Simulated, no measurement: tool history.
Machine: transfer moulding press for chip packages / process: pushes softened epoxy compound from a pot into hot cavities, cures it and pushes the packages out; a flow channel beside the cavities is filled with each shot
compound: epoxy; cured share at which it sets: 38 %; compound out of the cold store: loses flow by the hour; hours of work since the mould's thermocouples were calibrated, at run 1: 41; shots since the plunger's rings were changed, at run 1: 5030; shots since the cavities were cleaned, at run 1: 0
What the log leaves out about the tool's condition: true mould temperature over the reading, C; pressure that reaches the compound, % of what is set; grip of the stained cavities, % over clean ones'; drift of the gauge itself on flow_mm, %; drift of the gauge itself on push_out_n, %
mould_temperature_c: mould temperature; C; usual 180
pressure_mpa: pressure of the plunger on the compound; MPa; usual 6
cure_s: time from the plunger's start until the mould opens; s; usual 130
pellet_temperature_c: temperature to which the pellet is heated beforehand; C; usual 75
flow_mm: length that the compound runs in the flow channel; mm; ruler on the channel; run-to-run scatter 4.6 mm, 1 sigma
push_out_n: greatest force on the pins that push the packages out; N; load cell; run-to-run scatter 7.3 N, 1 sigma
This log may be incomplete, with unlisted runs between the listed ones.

run,hour,mould_temperature_c,pressure_mpa,cure_s,pellet_temperature_c,hours of work since the mould's thermocouples were calibrated,shots since the plunger's rings were changed,shots since the cavities were cleaned,incoming compound's hours out of the cold store,flow_mm,push_out_n
1,0,180,6,130,75,41,5030,0,34.5,565,305
2,78.9,180,6,130,75,82,5639,609,38.8,549,475
3,112.7,180,6,130,75,100,5900,870,46.9,523,514
# hour 123.3: cavities cleaned with cleaning compound and waxed
# hour 147.4: plunger's sealing rings changed
4,191.1,180,6,130,75,138,337,504,12.2,684,470
5,240.1,180,6,130,75,164,715,882,24.2,645,527
# hour 252: cavities cleaned with cleaning compound and waxed
6,295,180,6,114,75,192,1128,332,17.2,669,502
# hour 375.2: cavities cleaned with cleaning compound and waxed
7,375.2,180,6,114,75,233,1735,0,46.5,570,350
8,426.8,174,6,114,75,260,2134,399,10.3,697,810
# hour 498.5: cavities cleaned with cleaning compound and waxed
9,498.5,180,6,130,75,296,2675,0,33.2,594,316
# hour 531.6: mould's thermocouples calibrated
10,555.3,180,6,130,75,12,3098,423,32.5,591,436
11,588.4,180,6,130,75,30,3354,679,40.7,568,481
# hour 628.2: cavities cleaned with cleaning compound and waxed
12,669.7,180,6,167,75,71,3970,320,41.5,554,369
13,711.1,180,6,167,75,93,4289,639,25.6,601,430
# hour 750.6: cavities cleaned with cleaning compound and waxed
14,750.6,180,6,125,84,112,4582,0,14.7,629,323
15,783.6,180,6,125,84,130,4838,256,43.4,542,391
16,840.8,173,4.54,125,84,159,5279,697,17.5,549,727
# hour 878.4: cavities cleaned with cleaning compound and waxed
17,907.3,178,6.14,125,84,193,5780,223,31.2,574,411
18,940.2,178,5.78,124,84,210,6034,477,10,628,527
# hour 953.9: plunger's sealing rings changed
19,980.8,184,7.36,142,80,230,207,771,43.1,650,455
# hour 1007.3: cavities cleaned with cleaning compound and waxed
20,1055.5,184,7.36,142,80,268,772,372,24.9,700,417
21,1111.6,184,7.36,142,80,298,1205,805,28.2,676,469
# hour 1130.9: cavities cleaned with cleaning compound and waxed
# hour 1140.1: mould's thermocouples calibrated
22,1158.8,184,7.36,142,80,10,1543,200,42.9,626,363
23,1200.4,177,7.36,118,80,31,1864,521,9.6,763,624
24,1234.1,180,7.36,130,75,49,2124,781,29.3,681,511
# hour 1256: cavities cleaned with cleaning compound and waxed
25,1296.6,173,6.7,126,73,81,2595,314,48,583,578
26,1344.5,175,6.92,117,84,106,2964,683,39.4,632,693

3 options for the next run, each taken on its own from the tool as it stands now. Forecast them:
# hour 1382.4: cavities cleaned with cleaning compound and waxed
A,1400.3,180,5.17,114,80,134,3383,138,16.2,?,?
# hour 1382.4: cavities cleaned with cleaning compound and waxed
B,1400.3,185,7.28,115,75,134,3383,138,32.2,?,?
# hour 1382.4: cavities cleaned with cleaning compound and waxed
C,1400.3,176,5.21,159,84,134,3383,138,38.8,?,?

run,flow_mm,push_out_n
A,588,419
B,645,341
C,533,321
Had the tool no hidden state, the same runs would have come out as:
run,flow_mm,push_out_n
A,623,350
B,682,287
C,564,269

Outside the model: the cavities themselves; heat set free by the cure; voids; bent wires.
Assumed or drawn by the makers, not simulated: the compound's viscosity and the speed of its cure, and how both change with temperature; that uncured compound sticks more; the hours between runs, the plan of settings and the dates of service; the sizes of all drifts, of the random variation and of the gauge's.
